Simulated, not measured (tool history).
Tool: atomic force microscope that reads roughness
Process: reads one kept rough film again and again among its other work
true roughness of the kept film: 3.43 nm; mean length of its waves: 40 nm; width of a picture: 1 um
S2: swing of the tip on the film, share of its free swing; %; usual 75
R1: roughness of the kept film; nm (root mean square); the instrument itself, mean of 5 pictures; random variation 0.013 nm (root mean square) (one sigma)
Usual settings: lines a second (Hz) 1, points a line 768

Run 1, hour 0: usual settings. Result: R1 3.08 nm (root mean square).
Run 2, hour 11.7: usual settings but S2 60 %. Result: R1 3.092 nm (root mean square).
Run 3, hour 26.2: usual settings but points a line 971. Result: R1 2.973 nm (root mean square).
Run 4, hour 36.4: usual settings but points a line 971. Result: R1 2.942 nm (root mean square).
Run 5, hour 56.3: usual settings but points a line 971. Result: R1 2.844 nm (root mean square).
Run 6, hour 74: usual settings but points a line 971. Result: R1 2.778 nm (root mean square).
Run 7, hour 85.4: usual settings but lines a second (Hz) 0.91. Result: R1 2.759 nm (root mean square).
At hour 102.7: new tip fitted.
Run 8, hour 102.7: usual settings. Result: R1 3.053 nm (root mean square).
Run 9, hour 120.3: usual settings but points a line 299. Result: R1 2.987 nm (root mean square).
Run 10, hour 137.4: usual settings but points a line 299. Result: R1 2.894 nm (root mean square).
Run 11, hour 157.8: usual settings. Result: R1 2.839 nm (root mean square).
Run 12, hour 179.9: usual settings. Result: R1 2.767 nm (root mean square).
Run 13, hour 189.8: usual settings but points a line 409. Result: R1 2.729 nm (root mean square).
Run 14, hour 199.5: usual settings but points a line 409. Result: R1 2.711 nm (root mean square).
At hour 206.9: new tip fitted.
Run 15, hour 218.4: usual settings but points a line 409. Result: R1 3.01 nm (root mean square).
Run 16, hour 231.2: usual settings but points a line 409. Result: R1 2.93 nm (root mean square).
Run 17, hour 249.6: usual settings but points a line 409. Result: R1 2.888 nm (root mean square).
Run 18, hour 259.3: usual settings. Result: R1 2.854 nm (root mean square).
Run 19, hour 279: usual settings. Result: R1 2.822 nm (root mean square).
Run 20, hour 288.5: usual settings. Result: R1 2.759 nm (root mean square).
Run 21, hour 306.6: usual settings but S2 76 %, points a line 266. Result: R1 2.663 nm (root mean square).
At hour 310.2: new tip fitted.
Run 22, hour 316.1: usual settings but S2 76 %, points a line 266. Result: R1 2.997 nm (root mean square).

Forecast run 23:
Run 23, hour 330.3: usual settings but lines a second (Hz) 3.62, points a line 551. Result: R1 ?.

{"run 23": {"R1": 2.657}}
Without the tool's hidden state the same run would have given R1 2.746 nm (root mean square).
